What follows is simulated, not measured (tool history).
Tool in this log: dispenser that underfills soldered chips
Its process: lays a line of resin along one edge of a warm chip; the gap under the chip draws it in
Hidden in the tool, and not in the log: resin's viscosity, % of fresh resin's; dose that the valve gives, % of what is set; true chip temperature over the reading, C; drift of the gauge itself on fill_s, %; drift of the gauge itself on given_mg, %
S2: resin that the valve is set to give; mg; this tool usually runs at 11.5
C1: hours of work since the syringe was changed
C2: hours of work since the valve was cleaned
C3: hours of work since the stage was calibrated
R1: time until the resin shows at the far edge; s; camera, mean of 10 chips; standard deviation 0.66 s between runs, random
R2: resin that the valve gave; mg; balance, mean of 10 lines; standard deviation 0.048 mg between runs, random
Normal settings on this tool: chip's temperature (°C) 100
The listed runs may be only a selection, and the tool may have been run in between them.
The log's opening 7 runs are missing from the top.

Run 8, day 2.483: usual settings; C1 6; C2 40; C3 211. Result: R1 86.8 s, R2 11.19 mg.
At day 2.721: new syringe of resin.
Run 9, day 2.879: usual settings; C1 3; C2 47; C3 218. Result: R1 69.8 s, R2 11.12 mg.
Run 10, day 3.200: usual settings but S2 12.8 mg; C1 9; C2 52; C3 224. Result: R1 94.6 s, R2 12.43 mg.
At day 3.325: new syringe of resin.
Run 11, day 3.421: usual settings; C1 2; C2 56; C3 228. Result: R1 67.8 s, R2 11.19 mg.
At day 3.717: dispensing valve cleaned and set on the balance.
Run 12, day 3.812: usual settings; C1 8; C2 2; C3 234. Result: R1 95.3 s, R2 11.54 mg.
At day 3.954: new syringe of resin.
Run 13, day 4.104: usual settings; C1 3; C2 7; C3 239. Result: R1 68.7 s, R2 11.42 mg.
Run 14, day 4.346: usual settings; C1 7; C2 11; C3 244. Result: R1 88.1 s, R2 11.47 mg.
At day 4.546: new syringe of resin.
Run 15, day 4.642: usual settings; C1 2; C2 16; C3 249. Result: R1 66.1 s, R2 11.35 mg.
Run 16, day 4.829: usual settings; C1 5; C2 20; C3 252. Result: R1 80.0 s, R2 11.40 mg.
Run 17, day 5.000: usual settings; C1 8; C2 23; C3 256. Result: R1 94.2 s, R2 11.35 mg.

For run 18, what comes out?
At day 5.138: new syringe of resin.
Run 18, day 5.379: usual settings; C1 4; C2 30; C3 262. Result: R1 ?, R2 ?.

Logged for run 18: R1 77.4 s, R2 11.27 mg.
Take away the tool's hidden state, keep the run-to-run variation as it was, and the same run would have given R1 58.4 s, R2 11.44 mg.

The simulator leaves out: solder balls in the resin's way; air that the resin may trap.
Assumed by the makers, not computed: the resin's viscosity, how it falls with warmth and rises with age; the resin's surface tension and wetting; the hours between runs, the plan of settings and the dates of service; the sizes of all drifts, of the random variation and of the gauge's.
